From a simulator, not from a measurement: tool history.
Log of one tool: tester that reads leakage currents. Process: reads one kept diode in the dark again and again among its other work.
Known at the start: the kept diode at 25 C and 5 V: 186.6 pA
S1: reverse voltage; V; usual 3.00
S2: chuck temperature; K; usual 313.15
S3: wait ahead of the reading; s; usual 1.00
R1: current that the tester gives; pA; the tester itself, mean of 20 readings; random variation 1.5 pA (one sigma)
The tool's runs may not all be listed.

| run | hour | S1 | S2 | S3 | R1 |
|---|---|---|---|---|---|
| 1 | 0.0 | 3.00 | 313.15 | 1.00 | 478.20 |
| 2 | 68.2 | 3.00 | 313.15 | 1.00 | 470.08 |
| 3 | 148.6 | 3.00 | 321.15 | 1.00 | 878.71 |
| 4 | 192.4 | 3.00 | 321.15 | 1.00 | 874.61 |
| 5 | 263.5 | 3.00 | 321.15 | 1.00 | 861.41 |
| 6 | 318.6 | 3.00 | 321.15 | 1.00 | 855.03 |
| 7 | 403.4 | 3.00 | 321.15 | 1.00 | 842.60 |
| 8 | 473.1 | 3.00 | 321.15 | 1.00 | 835.18 |
| 9 | 518.3 | 3.00 | 313.15 | 1.00 | 436.53 |
|  | 541.9 | chuck's temperature calibrated |
| 10 | 572.1 | 3.00 | 313.15 | 1.00 | 503.89 |
| 11 | 625.9 | 3.00 | 300.15 | 1.00 | 167.18 |
| 12 | 700.1 | 3.00 | 313.15 | 0.92 | 492.47 |
| 13 | 749.5 | 3.00 | 313.15 | 0.92 | 488.66 |
| 14 | 815.8 | 3.00 | 313.15 | 1.00 | 484.16 |
| 15 | 859.1 | 3.00 | 313.15 | 1.00 | 481.85 |
| 16 | 907.1 | 3.00 | 313.15 | 1.09 | 478.03 |
| 17 | 991.6 | 3.00 | 313.15 | 1.09 | 471.45 |
| 18 | 1073.6 | 3.00 | 313.15 | 1.09 | 463.25 |
| 19 | 1109.1 | 2.99 | 298.15 | 2.04 | 128.57 |
| 20 | 1188.1 | 2.27 | 327.15 | 2.04 | 1153.25 |
| 21 | 1271.1 | 1.22 | 297.15 | 0.35 | 67.71 |
| 22 | 1341.9 | 1.72 | 313.15 | 1.00 | 319.95 |
| 23 | 1384.1 | 1.72 | 313.15 | 1.00 | 317.87 |
| 24 | 1425.4 | 1.72 | 313.15 | 1.00 | 314.83 |
|  | 1489.7 | chuck's temperature calibrated |
| 25 | 1504.4 | 2.41 | 304.15 | 1.85 | 212.25 |
| 26 | 1589.2 | 7.07 | 313.15 | 1.85 | 822.23 |
| 27 | 1669.4 | 11.27 | 296.15 | 1.00 | 264.35 |
| 28 | 1710.6 | 11.27 | 306.15 | 7.74 | 605.26 |
| 29 | 1794.3 | 3.59 | 309.15 | 1.39 | 387.61 |
| 30 | 1834.0 | 2.07 | 303.15 | 1.00 | 168.81 |
| 31 | 1892.3 | 19.79 | 308.15 | 2.89 | 957.93 |
| 32 | 1962.7 | 8.82 | 313.15 | 1.00 | 887.61 |
| 33 | 2041.3 | 3.00 | 298.15 | 5.55 | 131.94 |
| 34 | 2084.7 | 6.28 | 298.15 | 5.55 | 203.62 |

Forecast each of these 3 alternatives for the next run:
| A | 2136.7 | 1.11 | 297.15 | 9.10 | ? |
| B | 2136.7 | 2.57 | 298.15 | 2.28 | ? |
| C | 2136.7 | 1.71 | 328.15 | 5.55 | ? |

| run | R1 |
|---|---|
| A | 65.38 |
| B | 117.98 |
| C | 1071.56 |
Without the tool's hidden state the same runs would have given:
| run | R1 |
|---|---|
| A | 71.42 |
| B | 127.37 |
| C | 1180.90 |
